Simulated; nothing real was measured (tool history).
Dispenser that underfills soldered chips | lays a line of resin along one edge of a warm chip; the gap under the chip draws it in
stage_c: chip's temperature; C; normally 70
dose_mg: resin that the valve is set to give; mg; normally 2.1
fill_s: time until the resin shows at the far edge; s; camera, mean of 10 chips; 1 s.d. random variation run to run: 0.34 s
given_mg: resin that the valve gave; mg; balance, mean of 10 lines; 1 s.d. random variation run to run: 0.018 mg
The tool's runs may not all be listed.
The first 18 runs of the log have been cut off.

| run | hour | stage_c | dose_mg | hours of work since the syringe was changed | hours of work since the valve was cleaned | hours of work since the stage was calibrated | fill_s | given_mg |
|---|---|---|---|---|---|---|---|---|
|  | 146.7 | new syringe of resin |
| 19 | 150.1 | 58 | 2.27 | 2 | 50 | 113 | 32 | 2.24 |
| 20 | 161.4 | 58 | 2.27 | 10 | 57 | 120 | 44.3 | 2.21 |
|  | 164.5 | new syringe of resin |
| 21 | 173.5 | 73 | 2.64 | 6 | 65 | 128 | 17.2 | 2.51 |
| 22 | 179.4 | 77 | 2.06 | 10 | 69 | 132 | 17.4 | 1.96 |
|  | 182.2 | new syringe of resin |
| 23 | 189.2 | 83 | 2.41 | 5 | 75 | 138 | 10.3 | 2.32 |
| 24 | 197.2 | 83 | 2.41 | 10 | 80 | 143 | 13 | 2.28 |
|  | 199.6 | new syringe of resin |
| 25 | 205.6 | 59 | 2.04 | 4 | 85 | 149 | 34.5 | 1.95 |
| 26 | 214 | 59 | 2.04 | 10 | 91 | 154 | 43.6 | 1.93 |
|  | 217.1 | new syringe of resin |
| 27 | 219.6 | 62 | 2.05 | 2 | 94 | 158 | 25.7 | 1.92 |
|  | 225.1 | dispensing valve cleaned and set on the balance |
| 28 | 229.3 | 62 | 2.05 | 7 | 3 | 164 | 33.4 | 2.06 |
|  | 235.3 | new syringe of resin |
| 29 | 235.3 | 57 | 2.26 | 0 | 7 | 167 | 28.8 | 2.27 |
| 30 | 245.3 | 57 | 2.26 | 7 | 13 | 174 | 40.2 | 2.24 |

Forecast each of these 3 alternatives for the next run:
|  | 252.7 | new syringe of resin |
| A | 253.1 | 60 | 2.26 | 0 | 18 | 179 | ? | ? |
|  | 252.7 | new syringe of resin |
| B | 253.1 | 67 | 2.15 | 0 | 18 | 179 | ? | ? |
|  | 252.7 | new syringe of resin |
| C | 253.1 | 59 | 2.42 | 0 | 18 | 179 | ? | ? |

| run | fill_s | given_mg |
|---|---|---|
| A | 26.4 | 2.21 |
| B | 17.9 | 2.1 |
| C | 26.6 | 2.4 |
With no hidden state in the tool, these same runs would have given:
| run | fill_s | given_mg |
|---|---|---|
| A | 27 | 2.24 |
| B | 18.3 | 2.12 |
| C | 27.2 | 2.43 |

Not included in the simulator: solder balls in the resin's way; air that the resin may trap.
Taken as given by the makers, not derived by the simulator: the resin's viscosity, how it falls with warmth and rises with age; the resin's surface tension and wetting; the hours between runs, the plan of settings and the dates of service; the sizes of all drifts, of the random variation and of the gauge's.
